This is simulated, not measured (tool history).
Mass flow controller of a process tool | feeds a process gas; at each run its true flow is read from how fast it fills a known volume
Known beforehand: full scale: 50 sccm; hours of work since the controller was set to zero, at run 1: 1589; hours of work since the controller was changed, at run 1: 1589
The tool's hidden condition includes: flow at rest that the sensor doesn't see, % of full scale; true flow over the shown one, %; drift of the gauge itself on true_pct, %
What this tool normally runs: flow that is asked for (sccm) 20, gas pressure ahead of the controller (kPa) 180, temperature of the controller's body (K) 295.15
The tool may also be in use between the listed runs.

run,day,flow that is asked for (sccm),gas pressure ahead of the controller (kPa),temperature of the controller's body (K),hours of work since the controller was set to zero,hours of work since the controller was changed,true flow (%)
1,0.000,20,180,295.15,1589,1589,100.26
2,2.862,20,206,295.15,1618,1618,100.23
3,6.088,39,180,295.15,1650,1650,100.75
4,12.138,39,180,295.15,1711,1711,100.64
5,18.183,39,180,295.15,1771,1771,100.78
6,23.958,39,180,295.15,1829,1829,100.71
7,29.679,19,180,295.15,1887,1887,100.36
8,32.538,19,180,295.15,1915,1915,100.33
9,35.504,19,180,302.15,1945,1945,99.57
10,41.396,19,180,302.15,2004,2004,99.53
11,47.467,20,180,295.15,2065,2065,100.40
12,50.746,20,180,312.15,2098,2098,98.41
13,56.467,20,157,295.15,2155,2155,100.61
14,59.000,20,180,297.15,2181,2181,100.23
15,61.746,20,180,297.15,2208,2208,100.23
16,65.575,20,180,297.15,2247,2247,100.36
17,69.046,20,180,297.15,2282,2282,100.18
18,74.029,20,180,295.15,2332,2332,100.45
19,77.421,19,224,299.15,2366,2366,99.80
20,82.483,23,150,301.15,2416,2416,100.02
21,88.500,9,273,312.15,2477,2477,98.50
22,91.962,7,273,310.15,2511,2511,99.32
23,95.483,7,244,306.15,2547,2547,99.77
24,100.821,36,180,305.15,2600,2600,99.75
25,103.883,36,180,305.15,2631,2631,99.77
26,108.062,36,180,305.15,2673,2673,99.65
27,112.975,18,190,299.15,2722,2722,100.13
28,118.750,18,190,299.15,2780,2780,100.09
29,121.542,20,143,295.15,2808,2808,100.83
30,127.421,20,201,312.15,2867,2867,98.54
31,133.642,20,178,305.15,2929,2929,99.64
32,136.438,20,178,305.15,2957,2957,99.59
33,139.721,9,149,295.15,2990,2990,101.41
34,142.446,6,157,300.15,3018,3018,101.62
35,146.317,6,157,300.15,3056,3056,101.50

Below, each run's measurement less what the same run would have read without the hidden state. Both values contain the same run-to-run variation, but the gauge's scatter may not be the same in both:
run,true flow (%)
1,+0.91
2,+0.93
3,+0.70
4,+0.72
5,+0.74
6,+0.76
7,+1.06
8,+1.07
9,+1.08
10,+1.10
11,+1.10
12,+1.11
13,+1.14
14,+1.14
15,+1.16
16,+1.17
17,+1.18
18,+1.20
19,+1.25
20,+1.15
21,+2.06
22,+2.51
23,+2.54
24,+1.01
25,+1.01
26,+1.03
27,+1.43
28,+1.46
29,+1.39
30,+1.42
31,+1.44
32,+1.44
33,+2.40
34,+3.30
35,+3.33
